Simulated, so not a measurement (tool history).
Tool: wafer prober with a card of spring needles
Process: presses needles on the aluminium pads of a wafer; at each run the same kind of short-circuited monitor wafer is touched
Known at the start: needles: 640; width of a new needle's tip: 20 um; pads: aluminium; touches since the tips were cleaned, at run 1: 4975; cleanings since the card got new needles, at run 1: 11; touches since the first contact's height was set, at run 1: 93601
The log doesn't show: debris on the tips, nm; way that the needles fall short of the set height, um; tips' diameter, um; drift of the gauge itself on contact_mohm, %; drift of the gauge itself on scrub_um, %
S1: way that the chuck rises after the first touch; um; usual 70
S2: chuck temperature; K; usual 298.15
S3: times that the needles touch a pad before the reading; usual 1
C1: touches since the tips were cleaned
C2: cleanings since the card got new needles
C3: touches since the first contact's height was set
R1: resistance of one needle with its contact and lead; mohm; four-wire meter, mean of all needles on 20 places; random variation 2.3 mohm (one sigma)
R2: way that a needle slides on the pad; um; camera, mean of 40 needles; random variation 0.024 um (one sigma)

run,day,S1,S2,S3,C1,C2,C3,R1,R2
1,0,70,298.15,1,4975,11,93601,256,10.79
# day 0.25: tips cleaned on abrasive film
2,0.762,70,298.15,1,5656,12,101983,258,10.74
# day 0.908: tips cleaned on abrasive film
3,1.542,70,306.15,1,6976,13,110565,257,10.84
# day 1.629: tips cleaned on abrasive film
4,2.029,70,306.15,1,4412,14,115937,257,10.8
# day 2.3: tips cleaned on abrasive film
5,2.5,70,306.15,1,2221,15,121118,262,10.82
# day 3.012: tips cleaned on abrasive film
6,3.125,70,298.15,2,1277,16,127992,262,10.82
# day 3.7: tips cleaned on abrasive film
7,3.7,70,298.15,2,0,17,134287,258,10.79
# day 4.346: tips cleaned on abrasive film
8,4.425,70,337.15,1,833,18,142261,268,10.84
9,4.904,70,337.15,1,6140,18,147568,273,10.83
# day 4.996: tips cleaned on abrasive film
# day 5.658: tips cleaned on abrasive film
10,5.917,70,298.15,1,2897,20,158726,255,10.87
# day 6.354: tips cleaned on abrasive film
11,6.375,70,373.15,1,229,21,163732,277,10.87
# day 6.996: tips cleaned on abrasive film
12,7.05,70,298.15,1,576,22,171164,258,10.84
# day 7.654: tips cleaned on abrasive film
13,7.683,70,306.15,1,338,23,178131,261,10.9
# day 8.288: tips cleaned on abrasive film
14,8.338,70,298.15,1,538,24,185333,258,10.9
# day 8.996: tips cleaned on abrasive film
15,8.996,70,298.15,1,0,25,192594,258,10.83
16,9.488,70,298.15,1,5435,25,198029,258,10.91
# day 9.7: tips cleaned on abrasive film
17,10.112,52,298.15,1,4584,26,204902,262,8.12
# day 10.375: tips cleaned on abrasive film
18,10.896,71,298.15,1,5741,27,213511,259,11.05
# day 11.021: tips cleaned on abrasive film
19,11.404,65,313.15,2,4256,28,219127,264,10.16

Forecast run 20:
# day 11.671: tips cleaned on abrasive film
20,11.929,63,315.15,2,2880,29,224902,?,?

Run 20 gave R1 260 mohm, R2 9.87 um.
Without the tool's hidden state the same run would have given R1 260 mohm, R2 9.75 um.
